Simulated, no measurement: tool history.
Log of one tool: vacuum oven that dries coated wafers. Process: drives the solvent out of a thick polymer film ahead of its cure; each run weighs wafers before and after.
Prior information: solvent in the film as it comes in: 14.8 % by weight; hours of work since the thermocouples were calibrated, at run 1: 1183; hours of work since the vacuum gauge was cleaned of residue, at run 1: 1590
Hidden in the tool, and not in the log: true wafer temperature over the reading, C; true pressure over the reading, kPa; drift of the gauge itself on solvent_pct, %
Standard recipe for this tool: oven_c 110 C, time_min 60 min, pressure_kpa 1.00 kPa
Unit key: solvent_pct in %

| run | hour | oven_c | time_min | pressure_kpa | hours of work since the thermocouples were calibrated | hours of work since the vacuum gauge was cleaned of residue | solvent_pct |
|---|---|---|---|---|---|---|---|
| 1 | 0.0 | 110 | 60 | 1.00 | 1183 | 1590 | 1.44 |
| 2 | 73.0 | 110 | 60 | 1.00 | 1222 | 1629 | 1.54 |
| 3 | 159.3 | 110 | 60 | 1.00 | 1269 | 1676 | 1.41 |
| 4 | 251.3 | 110 | 60 | 1.00 | 1319 | 1726 | 1.45 |
| 5 | 328.4 | 110 | 60 | 2.53 | 1361 | 1768 | 1.93 |
| 6 | 396.0 | 110 | 60 | 2.53 | 1398 | 1805 | 1.90 |
| 7 | 487.5 | 110 | 31 | 1.00 | 1448 | 1855 | 3.55 |
| 8 | 549.2 | 110 | 31 | 2.23 | 1481 | 1888 | 4.01 |
| 9 | 651.4 | 110 | 60 | 1.29 | 1537 | 1944 | 1.45 |
| 10 | 697.9 | 110 | 60 | 1.00 | 1562 | 1969 | 1.36 |
| 11 | 754.2 | 118 | 60 | 1.00 | 1593 | 2000 | 0.63 |
| 12 | 850.9 | 118 | 60 | 1.00 | 1645 | 2052 | 0.65 |
| 13 | 905.9 | 125 | 64 | 1.00 | 1675 | 2082 | 0.23 |
|  | 953.1 | oven's thermocouples calibrated |
| 14 | 1000.6 | 125 | 64 | 3.64 | 26 | 2133 | 1.00 |
| 15 | 1100.2 | 125 | 64 | 3.64 | 80 | 2187 | 1.04 |
| 16 | 1174.9 | 125 | 64 | 3.64 | 121 | 2227 | 1.04 |
| 17 | 1228.2 | 125 | 64 | 3.64 | 150 | 2256 | 1.04 |
| 18 | 1272.7 | 95 | 63 | 3.64 | 174 | 2281 | 6.56 |
| 19 | 1354.6 | 96 | 33 | 1.04 | 218 | 2325 | 7.53 |
| 20 | 1453.8 | 96 | 34 | 0.54 | 272 | 2379 | 7.17 |
| 21 | 1522.7 | 110 | 50 | 2.59 | 310 | 2417 | 2.96 |
| 22 | 1623.0 | 110 | 50 | 2.59 | 364 | 2471 | 2.93 |
| 23 | 1668.5 | 122 | 88 | 1.00 | 389 | 2496 | 0.41 |
| 24 | 1768.9 | 99 | 79 | 2.08 | 444 | 2550 | 3.69 |

Measured less the same run without the tool's hidden state. The same run-to-run variation is in both; the gauge's scatter may not be:
| run | solvent_pct |
|---|---|
| 1 | -0.36 |
| 2 | -0.37 |
| 3 | -0.38 |
| 4 | -0.39 |
| 5 | -0.43 |
| 6 | -0.44 |
| 7 | -0.71 |
| 8 | -0.75 |
| 9 | -0.46 |
| 10 | -0.47 |
| 11 | -0.17 |
| 12 | -0.18 |
| 13 | -0.02 |
| 14 | +0.07 |
| 15 | +0.07 |
| 16 | +0.07 |
| 17 | +0.06 |
| 18 | +0.08 |
| 19 | +0.04 |
| 20 | +0.01 |
| 21 | +0.00 |
| 22 | -0.02 |
| 23 | +0.07 |
| 24 | -0.05 |
